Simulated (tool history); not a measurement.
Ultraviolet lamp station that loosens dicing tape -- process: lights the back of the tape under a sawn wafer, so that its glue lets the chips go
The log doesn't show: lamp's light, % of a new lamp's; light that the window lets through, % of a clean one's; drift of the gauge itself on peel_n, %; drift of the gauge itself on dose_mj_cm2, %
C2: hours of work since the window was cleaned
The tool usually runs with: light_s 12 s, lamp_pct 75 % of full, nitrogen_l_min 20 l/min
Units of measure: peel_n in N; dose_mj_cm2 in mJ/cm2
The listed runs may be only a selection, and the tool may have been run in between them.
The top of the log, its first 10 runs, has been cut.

{"run": 11, "hour": 197.4, "light_s": 12, "lamp_pct": 75, "nitrogen_l_min": 20, "hours of work of the lamp": 230, "C2": 11, "peel_n": 2.131, "dose_mj_cm2": 339}
{"run": 12, "hour": 226.8, "light_s": 12, "lamp_pct": 90, "nitrogen_l_min": 20, "hours of work of the lamp": 244, "C2": 25, "peel_n": 1.522, "dose_mj_cm2": 403}
{"hour": 237.2, "done": "window cleaned of glue's vapour, once more"}
{"run": 13, "hour": 257.4, "light_s": 8, "lamp_pct": 75, "nitrogen_l_min": 20, "hours of work of the lamp": 258, "C2": 10, "peel_n": 2.489, "dose_mj_cm2": 304}
{"run": 14, "hour": 276.5, "light_s": 8, "lamp_pct": 75, "nitrogen_l_min": 20, "hours of work of the lamp": 267, "C2": 19, "peel_n": 2.553, "dose_mj_cm2": 301}
{"run": 15, "hour": 306.7, "light_s": 8, "lamp_pct": 75, "nitrogen_l_min": 20, "hours of work of the lamp": 282, "C2": 33, "peel_n": 2.518, "dose_mj_cm2": 302}
{"run": 16, "hour": 321.5, "light_s": 12, "lamp_pct": 75, "nitrogen_l_min": 28, "hours of work of the lamp": 289, "C2": 40, "peel_n": 1.111, "dose_mj_cm2": 452}
{"run": 17, "hour": 346.8, "light_s": 12, "lamp_pct": 75, "nitrogen_l_min": 28, "hours of work of the lamp": 301, "C2": 52, "peel_n": 1.131, "dose_mj_cm2": 442}
{"run": 18, "hour": 360.8, "light_s": 12, "lamp_pct": 75, "nitrogen_l_min": 28, "hours of work of the lamp": 307, "C2": 59, "peel_n": 1.172, "dose_mj_cm2": 439}
{"run": 19, "hour": 374.4, "light_s": 8, "lamp_pct": 64, "nitrogen_l_min": 28, "hours of work of the lamp": 314, "C2": 65, "peel_n": 3.195, "dose_mj_cm2": 251}
{"run": 20, "hour": 387.3, "light_s": 8, "lamp_pct": 64, "nitrogen_l_min": 28, "hours of work of the lamp": 320, "C2": 71, "peel_n": 3.092, "dose_mj_cm2": 249}
{"run": 21, "hour": 413.3, "light_s": 12, "lamp_pct": 69, "nitrogen_l_min": 10, "hours of work of the lamp": 332, "C2": 84, "peel_n": 2.083, "dose_mj_cm2": 394}
{"run": 22, "hour": 440.5, "light_s": 12, "lamp_pct": 69, "nitrogen_l_min": 10, "hours of work of the lamp": 345, "C2": 97, "peel_n": 2.029, "dose_mj_cm2": 385}
{"run": 23, "hour": 465.9, "light_s": 20, "lamp_pct": 64, "nitrogen_l_min": 10, "hours of work of the lamp": 357, "C2": 109, "peel_n": 0.865, "dose_mj_cm2": 598}
{"run": 24, "hour": 494.8, "light_s": 12, "lamp_pct": 69, "nitrogen_l_min": 12, "hours of work of the lamp": 371, "C2": 123, "peel_n": 1.985, "dose_mj_cm2": 382}
{"run": 25, "hour": 509.1, "light_s": 16, "lamp_pct": 72, "nitrogen_l_min": 10, "hours of work of the lamp": 378, "C2": 129, "peel_n": 1.2, "dose_mj_cm2": 516}
{"run": 26, "hour": 538.5, "light_s": 23, "lamp_pct": 75, "nitrogen_l_min": 20, "hours of work of the lamp": 392, "C2": 143, "peel_n": 0.303, "dose_mj_cm2": 780}
{"run": 27, "hour": 564.2, "light_s": 23, "lamp_pct": 75, "nitrogen_l_min": 20, "hours of work of the lamp": 404, "C2": 156, "peel_n": 0.317, "dose_mj_cm2": 773}
{"run": 28, "hour": 594.2, "light_s": 12, "lamp_pct": 86, "nitrogen_l_min": 18, "hours of work of the lamp": 418, "C2": 170, "peel_n": 1.269, "dose_mj_cm2": 450}
{"run": 29, "hour": 622.1, "light_s": 9, "lamp_pct": 94, "nitrogen_l_min": 10, "hours of work of the lamp": 432, "C2": 183, "peel_n": 2.283, "dose_mj_cm2": 365}
{"run": 30, "hour": 637.6, "light_s": 14, "lamp_pct": 75, "nitrogen_l_min": 14, "hours of work of the lamp": 439, "C2": 191, "peel_n": 1.38, "dose_mj_cm2": 451}
{"run": 31, "hour": 650.2, "light_s": 10, "lamp_pct": 71, "nitrogen_l_min": 16, "hours of work of the lamp": 445, "C2": 197, "peel_n": 2.731, "dose_mj_cm2": 305}
{"run": 32, "hour": 669.3, "light_s": 10, "lamp_pct": 97, "nitrogen_l_min": 17, "hours of work of the lamp": 454, "C2": 206, "peel_n": 1.488, "dose_mj_cm2": 414}
{"run": 33, "hour": 693.7, "light_s": 20, "lamp_pct": 61, "nitrogen_l_min": 25, "hours of work of the lamp": 466, "C2": 217, "peel_n": 0.838, "dose_mj_cm2": 516}
{"run": 34, "hour": 715.5, "light_s": 10, "lamp_pct": 69, "nitrogen_l_min": 30, "hours of work of the lamp": 476, "C2": 228, "peel_n": 2.546, "dose_mj_cm2": 288}

What if the next run were any one of these 3? Each begins from the tool's condition after run 34:
{"run": "A", "hour": 731.0, "light_s": 9, "lamp_pct": 67, "nitrogen_l_min": 16, "hours of work of the lamp": 484, "C2": 235, "peel_n": "?", "dose_mj_cm2": "?"}
{"run": "B", "hour": 731.0, "light_s": 7, "lamp_pct": 69, "nitrogen_l_min": 30, "hours of work of the lamp": 484, "C2": 235, "peel_n": "?", "dose_mj_cm2": "?"}
{"run": "C", "hour": 731.0, "light_s": 12, "lamp_pct": 99, "nitrogen_l_min": 8, "hours of work of the lamp": 484, "C2": 235, "peel_n": "?", "dose_mj_cm2": "?"}

run=A peel_n=3.389 dose_mj_cm2=251
run=B peel_n=3.977 dose_mj_cm2=198
run=C peel_n=1.496 dose_mj_cm2=488
Take away the tool's hidden state, keep each run's random variation, and the runs would have read:
run=A peel_n=2.347 dose_mj_cm2=327
run=B peel_n=2.864 dose_mj_cm2=259
run=C peel_n=0.831 dose_mj_cm2=637
